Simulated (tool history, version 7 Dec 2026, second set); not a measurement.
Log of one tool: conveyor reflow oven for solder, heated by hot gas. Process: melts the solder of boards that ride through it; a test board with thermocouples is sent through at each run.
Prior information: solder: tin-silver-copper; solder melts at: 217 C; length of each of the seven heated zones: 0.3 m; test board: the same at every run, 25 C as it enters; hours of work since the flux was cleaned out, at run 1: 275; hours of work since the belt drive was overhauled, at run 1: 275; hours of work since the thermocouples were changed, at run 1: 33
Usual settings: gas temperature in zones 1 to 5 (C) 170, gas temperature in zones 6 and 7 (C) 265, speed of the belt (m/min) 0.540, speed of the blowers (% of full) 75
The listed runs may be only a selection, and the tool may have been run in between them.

run   hour  gas temperature in zones 1 to 5 (C)  gas temperature in zones 6 and 7 (C)  speed of the belt (m/min)  speed of the blowers (% of full)  hours of work since the flux was cleaned out  hours of work since the belt drive was overhauled  hours of work since the thermocouples were changed  highest temperature of the board (C)  time above the solder's melting point (s)
  1    0.0                                  170                                   265                      0.540                                75                                           275                                                275                                                  33                                 250.2                                       47.7
  2   48.8                                  170                                   265                      0.540                                53                                           312                                                312                                                  70                                 243.5                                       41.5
      72.2  -- flux residue cleaned out of gas plates and filters
  3   89.7                                  170                                   265                      0.540                                75                                            13                                                339                                                  97                                 251.7                                       49.4
  4  157.2                                  170                                   265                      0.540                                75                                            64                                                390                                                 148                                 251.2                                       48.9
  5  194.2                                  170                                   265                      0.540                                75                                            92                                                418                                                 176                                 250.9                                       48.8
  6  241.5                                  170                                   265                      0.540                                75                                           128                                                454                                                 211                                 250.8                                       48.8
  7  276.9                                  170                                   265                      0.540                                75                                           154                                                480                                                 238                                 250.6                                       48.7
  8  321.5                                  170                                   265                      0.540                                58                                           188                                                514                                                 272                                 245.6                                       43.8
  9  376.9                                  170                                   265                      0.540                                58                                           230                                                556                                                 314                                 245.3                                       43.4
 10  418.8                                  170                                   278                      0.553                                58                                           261                                                587                                                 345                                 254.8                                       49.1
 11  466.7                                  170                                   260                      0.553                                58                                           298                                                623                                                 381                                 239.8                                       37.7
     506.3  -- flux residue cleaned out of gas plates and filters
 12  527.9                                  170                                   260                      0.553                                58                                            16                                                666                                                 424                                 241.5                                       39.8
 13  598.9                                  167                                   265                      0.612                                75                                            70                                                719                                                 477                                 246.6                                       39.1
 14  670.7                                  180                                   265                      0.540                                56                                           124                                                773                                                 531                                 247.2                                       48.8
 15  701.3                                  170                                   268                      0.650                                62                                           147                                                797                                                 554                                 242.7                                       33.5
 16  747.0                                  170                                   268                      0.650                                62                                           182                                                831                                                 589                                 242.3                                       33.2
 17  783.5                                  170                                   268                      0.650                                62                                           209                                                859                                                 616                                 242.1                                       33.0

For each entry between runs, how does the tool's hidden state at the last listed run before it compare with that at the first listed run after it?
Logged between run 2 and run 3: flux residue cleaned out of gas plates and filters (hour 72.2)
  heat that the gas passes to the board, % of a clean oven's: 92.5 -> 99.3; belt's true speed, % of the reading: 99.27 -> 99.2; true gas temperature in zones 6 and 7 over the reading, C: 0.13 -> 0.07
  measured result minus the result with no hidden state, highest temperature of the board (C): -1.3 -> +0.1; time above the solder's melting point (s): -1.2 -> +0.5
Logged between run 11 and run 12: flux residue cleaned out of gas plates and filters (hour 506.3)
  heat that the gas passes to the board, % of a clean oven's: 92 -> 99.4; belt's true speed, % of the reading: 98.44 -> 98.33; true gas temperature in zones 6 and 7 over the reading, C: -0.53 -> -0.63
  measured result minus the result with no hidden state, highest temperature of the board (C): -1.8 -> -0.1; time above the solder's melting point (s): -1.5 -> +0.7

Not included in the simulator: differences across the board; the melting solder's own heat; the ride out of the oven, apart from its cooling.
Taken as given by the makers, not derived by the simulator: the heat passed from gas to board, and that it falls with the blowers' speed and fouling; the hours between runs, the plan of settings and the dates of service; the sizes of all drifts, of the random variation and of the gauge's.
